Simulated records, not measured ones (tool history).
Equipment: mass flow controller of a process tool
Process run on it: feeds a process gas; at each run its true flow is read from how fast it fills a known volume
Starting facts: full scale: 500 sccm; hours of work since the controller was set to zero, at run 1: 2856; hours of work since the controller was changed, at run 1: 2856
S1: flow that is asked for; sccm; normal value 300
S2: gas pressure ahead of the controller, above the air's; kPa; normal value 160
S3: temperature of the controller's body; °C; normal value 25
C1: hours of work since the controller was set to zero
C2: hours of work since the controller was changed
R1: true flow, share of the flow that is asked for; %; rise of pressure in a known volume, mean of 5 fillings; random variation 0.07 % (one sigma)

run      day   S1   S2  S3    C1    C2      R1
  1    0.000  300  160  25  2856  2856   98.81
  2    3.954  300  160  25  2920  2920   98.76
  3    7.496  300  160  25  2977  2977   98.87
  4   11.092  300  160  25  3035  3035   98.72
  5   14.812  300  160  25  3095  3095   98.77
  6   19.396  300  174  25  3169  3169   98.93
  7   22.862  300  174  25  3225  3225   98.78
  8   27.508  300  174  25  3299  3299   98.75
  9   30.017  300  160  27  3340  3340   98.41
 10   33.458  300  160  25  3395  3395   98.60
 11   36.338  300  160  32  3442  3442   97.82
 12   40.621  300  160  22  3511  3511   99.07
 13   42.996  188  160  22  3549  3549   97.93
 14   46.142  188  160  22  3600  3600   97.84
 15   49.196  300  160  25  3649  3649   98.64
 16   53.375  300  160  25  3716  3716   98.67
 17   57.333  300  160  25  3780  3780   98.55
 18   61.033  322  160  25  3840  3840   98.59
      61.454  -- controller's zero set anew
 19   63.046  300  278  25    26  3872   98.62
 20   65.567  300  160  25    66  3912   97.82
 21   69.500  300  179  25   130  3976   98.20
 22   72.950  149  160  25   185  4031   95.47
      73.979  -- controller's zero set anew, once more
 23   76.675  149  160  25    43  4091   99.64
 24   80.142  149  160  25    99  4147   99.67
 25   84.483  208  248  30   169  4217   99.56
 26   86.800  217  248  30   207  4254   99.62
 27   90.967   95  160  21   274  4321   99.80
 28   95.408   70  271  35   345  4393   98.34
 29   99.954  273  154  37   419  4466   98.37
 30  104.012  112  192  32   484  4531   98.46
 31  107.833  491  148  39   545  4593   98.83
 32  110.142  491  148  39   583  4630   98.77
 33  113.267   79  148  40   633  4680   96.78
 34  117.833   60  160  25   707  4754   98.04
 35  121.708  300  145  25   769  4816   99.94
 36  123.883  300  145  25   804  4852   99.72
 37  127.050  300  145  25   855  4903   99.76
 38  129.583  300  145  25   896  4943   99.81
 39  133.867  113  196  25   965  5012   98.88
 40  138.329  113  196  25  1037  5084   98.93
 41  140.317   62  160  33  1069  5116   96.60
 42  144.404  215  160  28  1135  5182   99.06
 43  148.938  267  146  35  1208  5255   98.32
 44  151.700  207  150  30  1252  5300   98.67
 45  155.562  146  272  30  1315  5362   98.89
 46  157.692  389  261  25  1349  5396  100.69
 47  160.467   93  145  38  1394  5441   96.50
 48  164.108  308  261  25  1452  5500  100.20

For some of the steps in R1 from one run to the next: how much would appear even if the tool had no hidden state, given the settings, what came in and random variation, and how much remains for the hidden state plus any gauge scatter that the measured result and the result without hidden state don't share?
Hidden conditions of the tool in this case: flow at rest that the sensor doesn't see, % of full scale; true flow over the shown one, %; drift of the gauge itself on true_pct, %.
Run 21 -> 22: S1 300 -> 149, S2 179 -> 160. R1 -2.73 %: hidden state -2.14, all else -0.59.
Run 22 -> 23: controller's zero set anew, once more. R1 +4.17 %: hidden state +4.17, all else +0.00.
Run 41 -> 42: S1 62 -> 215, S3 33 -> 28. R1 +2.46 %: hidden state +1.36, all else +1.10.
Run 46 -> 47: S1 389 -> 93, S2 261 -> 145, S3 25 -> 38. R1 -4.19 %: hidden state -1.29, all else -2.90.
Run 47 -> 48: S1 93 -> 308, S2 145 -> 261, S3 38 -> 25. R1 +3.70 %: hidden state +1.17, all else +2.53.
